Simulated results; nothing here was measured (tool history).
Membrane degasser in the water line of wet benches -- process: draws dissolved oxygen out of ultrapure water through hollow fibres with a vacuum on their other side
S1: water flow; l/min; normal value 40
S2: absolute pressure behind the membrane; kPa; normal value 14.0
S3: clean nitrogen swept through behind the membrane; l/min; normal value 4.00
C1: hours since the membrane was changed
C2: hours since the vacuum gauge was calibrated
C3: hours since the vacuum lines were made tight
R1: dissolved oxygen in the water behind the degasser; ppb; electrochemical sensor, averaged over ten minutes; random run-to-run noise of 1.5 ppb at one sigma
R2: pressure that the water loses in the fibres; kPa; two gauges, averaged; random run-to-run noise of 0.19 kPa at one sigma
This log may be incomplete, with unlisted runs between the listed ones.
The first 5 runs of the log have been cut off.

| run | day | S1 | S2 | S3 | C1 | C2 | C3 | R1 | R2 |
|---|---|---|---|---|---|---|---|---|---|
| 6 | 9.492 | 40 | 14.0 | 4.00 | 691 | 4270 | 2853 | 323.3 | 56.22 |
| 7 | 11.700 | 40 | 9.2 | 4.00 | 744 | 4323 | 2906 | 217.0 | 56.31 |
| 8 | 13.904 | 40 | 9.2 | 4.00 | 797 | 4376 | 2959 | 218.3 | 56.53 |
| 9 | 15.750 | 40 | 9.2 | 2.32 | 841 | 4420 | 3003 | 309.3 | 56.66 |
| 10 | 18.062 | 40 | 9.2 | 2.32 | 897 | 4475 | 3059 | 310.3 | 56.52 |
| 11 | 19.333 | 40 | 9.2 | 2.32 | 927 | 4506 | 3089 | 307.4 | 56.72 |
| 12 | 20.571 | 40 | 14.0 | 3.21 | 957 | 4536 | 3119 | 381.5 | 56.34 |
| 13 | 21.692 | 40 | 14.0 | 8.63 | 984 | 4563 | 3146 | 193.2 | 56.53 |
| 14 | 23.325 | 40 | 14.0 | 8.63 | 1023 | 4602 | 3185 | 194.2 | 56.44 |
| 15 | 24.900 | 40 | 14.0 | 4.00 | 1061 | 4640 | 3223 | 325.7 | 56.27 |
| 16 | 26.658 | 40 | 13.6 | 4.00 | 1103 | 4682 | 3265 | 315.4 | 56.61 |
| 17 | 27.696 | 40 | 13.6 | 4.00 | 1128 | 4707 | 3290 | 319.8 | 56.73 |
| 18 | 28.767 | 40 | 13.6 | 4.00 | 1153 | 4732 | 3316 | 314.0 | 56.65 |
| 19 | 30.946 | 40 | 14.0 | 7.43 | 1206 | 4785 | 3368 | 213.3 | 56.71 |
| 20 | 32.467 | 61 | 14.9 | 10.12 | 1242 | 4821 | 3405 | 348.0 | 85.84 |
| 21 | 34.233 | 61 | 14.9 | 10.12 | 1285 | 4864 | 3447 | 346.6 | 86.57 |

Estimate the outcome of run 22 from the log above:
| 22 | 35.692 | 36 | 14.0 | 11.64 | 1320 | 4898 | 3482 | ? | ? |

Run 22 yielded R1 138.8 ppb, R2 50.66 kPa.
Minus the tool's unlogged condition, the same run would have read R1 133.7 ppb, R2 50.33 kPa.
